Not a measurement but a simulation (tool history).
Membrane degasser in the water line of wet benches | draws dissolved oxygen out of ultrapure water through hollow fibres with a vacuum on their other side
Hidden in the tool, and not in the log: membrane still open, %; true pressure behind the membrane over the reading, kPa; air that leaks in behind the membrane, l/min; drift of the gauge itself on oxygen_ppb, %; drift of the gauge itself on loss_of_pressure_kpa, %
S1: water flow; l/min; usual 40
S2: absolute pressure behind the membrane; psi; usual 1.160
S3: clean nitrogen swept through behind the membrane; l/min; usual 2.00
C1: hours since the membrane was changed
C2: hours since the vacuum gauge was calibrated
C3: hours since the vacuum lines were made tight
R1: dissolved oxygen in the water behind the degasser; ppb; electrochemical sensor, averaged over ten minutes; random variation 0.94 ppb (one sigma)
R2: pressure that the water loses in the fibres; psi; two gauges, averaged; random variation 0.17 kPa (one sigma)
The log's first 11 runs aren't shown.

{"run": 12, "hour": 565.5, "S1": 63, "S2": 1.16, "S3": 2.0, "C1": 2675, "C2": 4026, "C3": 8111, "R1": 355.8, "R2": 6.651}
{"run": 13, "hour": 603.5, "S1": 40, "S2": 1.16, "S3": 2.0, "C1": 2713, "C2": 4064, "C3": 8149, "R1": 213.2, "R2": 4.176}
{"run": 14, "hour": 666.2, "S1": 40, "S2": 1.16, "S3": 2.0, "C1": 2775, "C2": 4127, "C3": 8212, "R1": 213.6, "R2": 4.241}
{"run": 15, "hour": 731.3, "S1": 40, "S2": 1.16, "S3": 2.0, "C1": 2841, "C2": 4192, "C3": 8277, "R1": 216.2, "R2": 4.226}
{"run": 16, "hour": 798.2, "S1": 40, "S2": 1.16, "S3": 2.0, "C1": 2907, "C2": 4259, "C3": 8344, "R1": 213.8, "R2": 4.238}
{"run": 17, "hour": 865.1, "S1": 40, "S2": 1.16, "S3": 2.0, "C1": 2974, "C2": 4326, "C3": 8410, "R1": 212.2, "R2": 4.286}
{"run": 18, "hour": 899.8, "S1": 39, "S2": 2.563, "S3": 1.16, "C1": 3009, "C2": 4360, "C3": 8445, "R1": 910.9, "R2": 4.15}
{"run": 19, "hour": 930.8, "S1": 25, "S2": 2.809, "S3": 1.33, "C1": 3040, "C2": 4391, "C3": 8476, "R1": 636.6, "R2": 2.682}
{"run": 20, "hour": 982.8, "S1": 47, "S2": 1.571, "S3": 5.74, "C1": 3092, "C2": 4443, "C3": 8528, "R1": 159.4, "R2": 5.004}
{"run": 21, "hour": 1024.1, "S1": 47, "S2": 1.571, "S3": 5.74, "C1": 3133, "C2": 4485, "C3": 8570, "R1": 158.1, "R2": 4.998}
{"run": 22, "hour": 1066.1, "S1": 40, "S2": 0.812, "S3": 2.0, "C1": 3175, "C2": 4527, "C3": 8612, "R1": 109.9, "R2": 4.268}
{"run": 23, "hour": 1127.0, "S1": 40, "S2": 1.242, "S3": 4.0, "C1": 3236, "C2": 4588, "C3": 8672, "R1": 129.5, "R2": 4.286}
{"run": 24, "hour": 1177.9, "S1": 40, "S2": 1.242, "S3": 4.0, "C1": 3287, "C2": 4639, "C3": 8723, "R1": 129.1, "R2": 4.245}
{"run": 25, "hour": 1218.2, "S1": 39, "S2": 1.056, "S3": 2.66, "C1": 3327, "C2": 4679, "C3": 8764, "R1": 138.0, "R2": 4.177}
{"hour": 1261.6, "done": "vacuum gauge calibrated"}
{"run": 26, "hour": 1292.4, "S1": 39, "S2": 1.201, "S3": 2.66, "C1": 3401, "C2": 31, "C3": 8837, "R1": 171.6, "R2": 4.273}
{"run": 27, "hour": 1341.3, "S1": 39, "S2": 1.201, "S3": 2.66, "C1": 3450, "C2": 80, "C3": 8886, "R1": 172.1, "R2": 4.193}
{"run": 28, "hour": 1395.3, "S1": 39, "S2": 1.298, "S3": 1.72, "C1": 3504, "C2": 134, "C3": 8940, "R1": 282.4, "R2": 4.203}
{"run": 29, "hour": 1427.8, "S1": 32, "S2": 1.16, "S3": 1.24, "C1": 3537, "C2": 166, "C3": 8973, "R1": 259.9, "R2": 3.429}
{"run": 30, "hour": 1481.4, "S1": 50, "S2": 1.716, "S3": 1.24, "C1": 3590, "C2": 220, "C3": 9026, "R1": 667.4, "R2": 5.363}
{"run": 31, "hour": 1538.6, "S1": 56, "S2": 1.716, "S3": 1.24, "C1": 3647, "C2": 277, "C3": 9083, "R1": 736.1, "R2": 6.081}
{"hour": 1576.0, "done": "gauge calibrated"}
{"run": 32, "hour": 1603.4, "S1": 40, "S2": 1.601, "S3": 1.75, "C1": 3712, "C2": 342, "C3": 9148, "R1": 381.0, "R2": 4.2}

Forecast each of these 4 alternatives for the next run:
{"run": "A", "hour": 1650.6, "S1": 40, "S2": 2.866, "S3": 2.5, "C1": 3759, "C2": 389, "C3": 9196, "R1": "?", "R2": "?"}
{"run": "B", "hour": 1650.6, "S1": 40, "S2": 1.16, "S3": 1.02, "C1": 3759, "C2": 389, "C3": 9196, "R1": "?", "R2": "?"}
{"run": "C", "hour": 1650.6, "S1": 60, "S2": 1.601, "S3": 5.12, "C1": 3759, "C2": 389, "C3": 9196, "R1": "?", "R2": "?"}
{"run": "D", "hour": 1650.6, "S1": 44, "S2": 2.054, "S3": 3.37, "C1": 3759, "C2": 389, "C3": 9196, "R1": "?", "R2": "?"}

run=A R1=571.8 R2=4.194
run=B R1=368.3 R2=4.206
run=C R1=248.5 R2=6.287
run=D R1=329.9 R2=4.656
Without the tool's hidden state the same runs would have given:
run=A R1=571.6 R2=4.186
run=B R1=368.2 R2=4.197
run=C R1=248.2 R2=6.274
run=D R1=329.7 R2=4.646

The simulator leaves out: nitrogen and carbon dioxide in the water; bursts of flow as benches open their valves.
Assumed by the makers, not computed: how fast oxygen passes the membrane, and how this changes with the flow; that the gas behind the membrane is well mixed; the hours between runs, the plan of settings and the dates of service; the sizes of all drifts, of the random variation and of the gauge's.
